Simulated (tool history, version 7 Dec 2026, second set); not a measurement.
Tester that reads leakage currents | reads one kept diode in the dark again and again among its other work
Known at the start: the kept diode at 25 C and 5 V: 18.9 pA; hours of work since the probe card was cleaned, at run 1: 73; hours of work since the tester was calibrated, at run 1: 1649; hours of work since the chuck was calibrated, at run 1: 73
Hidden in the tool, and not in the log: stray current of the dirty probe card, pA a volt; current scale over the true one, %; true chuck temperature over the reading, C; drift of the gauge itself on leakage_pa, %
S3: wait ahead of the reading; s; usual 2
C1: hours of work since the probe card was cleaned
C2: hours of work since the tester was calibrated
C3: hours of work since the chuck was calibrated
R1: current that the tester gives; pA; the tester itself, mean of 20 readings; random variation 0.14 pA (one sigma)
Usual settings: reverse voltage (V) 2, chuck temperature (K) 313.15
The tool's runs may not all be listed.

{"run": 1, "hour": 0.0, "reverse voltage (V)": 2, "chuck temperature (K)": 313.15, "S3": 2, "C1": 73, "C2": 1649, "C3": 73, "R1": 41.02}
{"run": 2, "hour": 210.8, "reverse voltage (V)": 2, "chuck temperature (K)": 313.15, "S3": 2, "C1": 208, "C2": 1785, "C3": 208, "R1": 41.48}
{"run": 3, "hour": 392.2, "reverse voltage (V)": 2, "chuck temperature (K)": 313.15, "S3": 2, "C1": 325, "C2": 1902, "C3": 325, "R1": 42.2}
{"run": 4, "hour": 584.9, "reverse voltage (V)": 2, "chuck temperature (K)": 313.15, "S3": 2, "C1": 450, "C2": 2026, "C3": 450, "R1": 43.1}
{"run": 5, "hour": 771.9, "reverse voltage (V)": 2, "chuck temperature (K)": 313.15, "S3": 2, "C1": 570, "C2": 2147, "C3": 570, "R1": 43.52}
{"hour": 817.4, "done": "tester calibrated"}
{"run": 6, "hour": 887.9, "reverse voltage (V)": 3.05, "chuck temperature (K)": 313.15, "S3": 2, "C1": 644, "C2": 45, "C3": 644, "R1": 56.4}
{"run": 7, "hour": 1091.2, "reverse voltage (V)": 2, "chuck temperature (K)": 313.15, "S3": 2, "C1": 775, "C2": 177, "C3": 775, "R1": 46.12}
{"run": 8, "hour": 1222.6, "reverse voltage (V)": 2, "chuck temperature (K)": 313.15, "S3": 2, "C1": 860, "C2": 261, "C3": 860, "R1": 46.02}
{"run": 9, "hour": 1367.7, "reverse voltage (V)": 19.23, "chuck temperature (K)": 313.15, "S3": 2, "C1": 953, "C2": 355, "C3": 953, "R1": 173.8}
{"run": 10, "hour": 1501.2, "reverse voltage (V)": 2, "chuck temperature (K)": 297.15, "S3": 2, "C1": 1040, "C2": 441, "C3": 1040, "R1": 14.79}
{"run": 11, "hour": 1589.0, "reverse voltage (V)": 2, "chuck temperature (K)": 297.15, "S3": 2, "C1": 1096, "C2": 498, "C3": 1096, "R1": 15}
{"run": 12, "hour": 1694.5, "reverse voltage (V)": 2, "chuck temperature (K)": 297.15, "S3": 2, "C1": 1164, "C2": 566, "C3": 1164, "R1": 15.17}
{"run": 13, "hour": 1880.9, "reverse voltage (V)": 7.84, "chuck temperature (K)": 313.15, "S3": 2, "C1": 1284, "C2": 686, "C3": 1284, "R1": 107.42}
{"run": 14, "hour": 2023.1, "reverse voltage (V)": 2, "chuck temperature (K)": 302.15, "S3": 7.34, "C1": 1376, "C2": 778, "C3": 1376, "R1": 22.37}
{"hour": 2082.6, "done": "chuck's temperature calibrated"}
{"run": 15, "hour": 2123.7, "reverse voltage (V)": 2, "chuck temperature (K)": 302.15, "S3": 7.34, "C1": 1440, "C2": 841, "C3": 27, "R1": 21.42}
{"hour": 2160.0, "done": "probe card cleaned and baked"}
{"run": 16, "hour": 2292.7, "reverse voltage (V)": 2, "chuck temperature (K)": 302.15, "S3": 7.34, "C1": 86, "C2": 948, "C3": 134, "R1": 16.87}
{"run": 17, "hour": 2493.9, "reverse voltage (V)": 2, "chuck temperature (K)": 302.15, "S3": 7.34, "C1": 215, "C2": 1078, "C3": 263, "R1": 17.44}
{"run": 18, "hour": 2693.8, "reverse voltage (V)": 3.81, "chuck temperature (K)": 296.15, "S3": 3.64, "C1": 344, "C2": 1207, "C3": 392, "R1": 16.02}
{"run": 19, "hour": 2871.5, "reverse voltage (V)": 1.37, "chuck temperature (K)": 300.15, "S3": 1.75, "C1": 459, "C2": 1322, "C3": 507, "R1": 12.81}
{"run": 20, "hour": 2976.4, "reverse voltage (V)": 1.37, "chuck temperature (K)": 300.15, "S3": 1.75, "C1": 527, "C2": 1389, "C3": 575, "R1": 12.91}
{"run": 21, "hour": 3139.2, "reverse voltage (V)": 3.67, "chuck temperature (K)": 301.15, "S3": 1.75, "C1": 632, "C2": 1494, "C3": 680, "R1": 25.42}

Forecast each of these 5 alternatives for the next run:
{"run": "A", "hour": 3287.1, "reverse voltage (V)": 5.24, "chuck temperature (K)": 294.15, "S3": 0.67, "C1": 727, "C2": 1590, "C3": 775, "R1": "?"}
{"run": "B", "hour": 3287.1, "reverse voltage (V)": 12.36, "chuck temperature (K)": 313.15, "S3": 1.36, "C1": 727, "C2": 1590, "C3": 775, "R1": "?"}
{"run": "C", "hour": 3287.1, "reverse voltage (V)": 6.4, "chuck temperature (K)": 302.15, "S3": 4.06, "C1": 727, "C2": 1590, "C3": 775, "R1": "?"}
{"run": "D", "hour": 3287.1, "reverse voltage (V)": 3.67, "chuck temperature (K)": 301.15, "S3": 9.57, "C1": 727, "C2": 1590, "C3": 775, "R1": "?"}
{"run": "E", "hour": 3287.1, "reverse voltage (V)": 2, "chuck temperature (K)": 328.15, "S3": 3.27, "C1": 727, "C2": 1590, "C3": 775, "R1": "?"}

run=A R1=20.74
run=B R1=126.76
run=C R1=39.18
run=D R1=25.75
run=E R1=138.12
Without the tool's hidden state the same runs would have given:
run=A R1=14.26
run=B R1=109.66
run=C R1=30.89
run=D R1=20.92
run=E R1=132.87

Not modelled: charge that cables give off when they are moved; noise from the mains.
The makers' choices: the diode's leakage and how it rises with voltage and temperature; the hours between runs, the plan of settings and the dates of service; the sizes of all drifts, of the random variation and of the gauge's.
